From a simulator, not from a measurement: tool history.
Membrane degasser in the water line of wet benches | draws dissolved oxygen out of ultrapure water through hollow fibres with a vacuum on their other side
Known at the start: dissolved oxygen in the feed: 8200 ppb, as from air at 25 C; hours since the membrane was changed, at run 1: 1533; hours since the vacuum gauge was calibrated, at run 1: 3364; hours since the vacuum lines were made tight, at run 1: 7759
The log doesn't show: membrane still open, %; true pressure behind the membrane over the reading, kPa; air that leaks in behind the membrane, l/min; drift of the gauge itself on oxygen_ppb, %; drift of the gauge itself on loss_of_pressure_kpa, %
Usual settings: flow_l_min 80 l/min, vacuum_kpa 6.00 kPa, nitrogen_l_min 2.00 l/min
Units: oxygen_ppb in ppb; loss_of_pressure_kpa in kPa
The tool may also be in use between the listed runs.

run,hour,flow_l_min,vacuum_kpa,nitrogen_l_min,hours since the membrane was changed,hours since the vacuum gauge was calibrated,hours since the vacuum lines were made tight,oxygen_ppb,loss_of_pressure_kpa
1,0.0,80,6.00,2.00,1533,3364,7759,227.9,44.54
2,58.2,80,6.00,4.43,1591,3422,7817,118.2,44.65
3,181.3,80,9.09,2.00,1714,3545,7940,459.7,44.61
4,271.9,80,9.09,2.00,1804,3636,8031,460.2,44.70
5,335.7,80,4.02,2.00,1868,3700,8095,73.6,44.22
6,422.9,79,6.00,2.00,1955,3787,8182,225.8,44.26
7,486.2,80,6.00,2.00,2019,3850,8245,228.4,44.59
8,588.2,80,6.00,2.00,2121,3952,8347,228.5,44.64
9,649.9,80,6.00,2.00,2182,4014,8409,228.1,44.75
10,743.4,89,6.35,3.54,2276,4107,8502,179.3,49.88
11,861.9,89,6.35,3.54,2394,4226,8621,179.1,50.07
12,927.2,89,6.35,3.54,2460,4291,8686,179.7,49.75
13,1006.8,56,6.60,3.02,2539,4371,8766,142.8,31.37

Forecast each of these 5 alternatives for the next run:
A,1140.1,80,14.48,2.00,2673,4504,8899,?,?
B,1140.1,93,6.00,2.00,2673,4504,8899,?,?
C,1140.1,111,6.00,1.50,2673,4504,8899,?,?
D,1140.1,121,3.86,4.18,2673,4504,8899,?,?
E,1140.1,61,6.53,1.55,2673,4504,8899,?,?

run,oxygen_ppb,loss_of_pressure_kpa
A,840.0,44.87
B,263.5,52.12
C,369.7,62.24
D,76.9,68.06
E,262.8,34.24
Without the tool's hidden state the same runs would have given:
run,oxygen_ppb,loss_of_pressure_kpa
A,834.9,44.03
B,257.1,51.14
C,360.5,61.07
D,69.9,66.78
E,257.9,33.60
